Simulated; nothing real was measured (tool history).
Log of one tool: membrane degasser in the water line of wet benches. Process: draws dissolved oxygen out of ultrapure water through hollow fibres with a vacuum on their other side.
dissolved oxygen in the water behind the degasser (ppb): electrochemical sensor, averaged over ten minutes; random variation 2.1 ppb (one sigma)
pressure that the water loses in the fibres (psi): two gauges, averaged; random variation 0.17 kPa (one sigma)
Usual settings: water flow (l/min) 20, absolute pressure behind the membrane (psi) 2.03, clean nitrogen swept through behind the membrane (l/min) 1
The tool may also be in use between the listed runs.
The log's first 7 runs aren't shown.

run,day,water flow (l/min),absolute pressure behind the membrane (psi),clean nitrogen swept through behind the membrane (l/min),hours since the membrane was changed,hours since the vacuum gauge was calibrated,hours since the vacuum lines were made tight,dissolved oxygen in the water behind the degasser (ppb),pressure that the water loses in the fibres (psi)
8,17.096,20,2.03,1,3538,3393,3538,474.9,3.881
9,19.55,20,2.03,1,3596,3452,3596,476.4,3.888
10,22.583,20,2.03,1,3669,3525,3669,477.7,3.865
11,24.762,20,1.23,1,3721,3577,3721,254,3.858
12,26.808,20,1.23,1,3771,3626,3771,253,3.849
13,28.846,20,1.23,1,3820,3675,3820,252.3,3.873
14,31.429,20,1.23,1,3882,3737,3882,251.8,3.904
# day 34.371: gauge calibrated
15,34.371,20,1.23,1,3952,3808,3952,258,3.855
16,37.621,20,1.23,1,4030,3886,4030,258.2,3.875
17,40.954,20,2.76,2.66,4110,3966,4110,303.6,3.829
18,43.412,20,3.35,1.79,4169,4025,4169,511.5,3.833
19,45.058,20,3.35,1.79,4209,4064,4209,510.4,3.886
# day 46.221: seals of the vacuum lines changed
20,47.571,24,4.95,1.79,4267,4122,32,901.7,4.664
21,49.492,24,4.95,1.79,4313,4169,78,909.1,4.68
22,52.396,18,1.7,2.83,4383,4238,148,143.2,3.448
23,55.45,19,1.38,1.11,4456,4312,221,256.4,3.659

Run 24 comes next. What will it give?
24,56.829,20,1.54,1.19,4489,4345,255,?,?

dissolved oxygen in the water behind the degasser (ppb): 296.6
pressure that the water loses in the fibres (psi): 3.9
Without the tool's hidden state the same run would have given dissolved oxygen in the water behind the degasser (ppb) 301.3, pressure that the water loses in the fibres (psi) 3.897.

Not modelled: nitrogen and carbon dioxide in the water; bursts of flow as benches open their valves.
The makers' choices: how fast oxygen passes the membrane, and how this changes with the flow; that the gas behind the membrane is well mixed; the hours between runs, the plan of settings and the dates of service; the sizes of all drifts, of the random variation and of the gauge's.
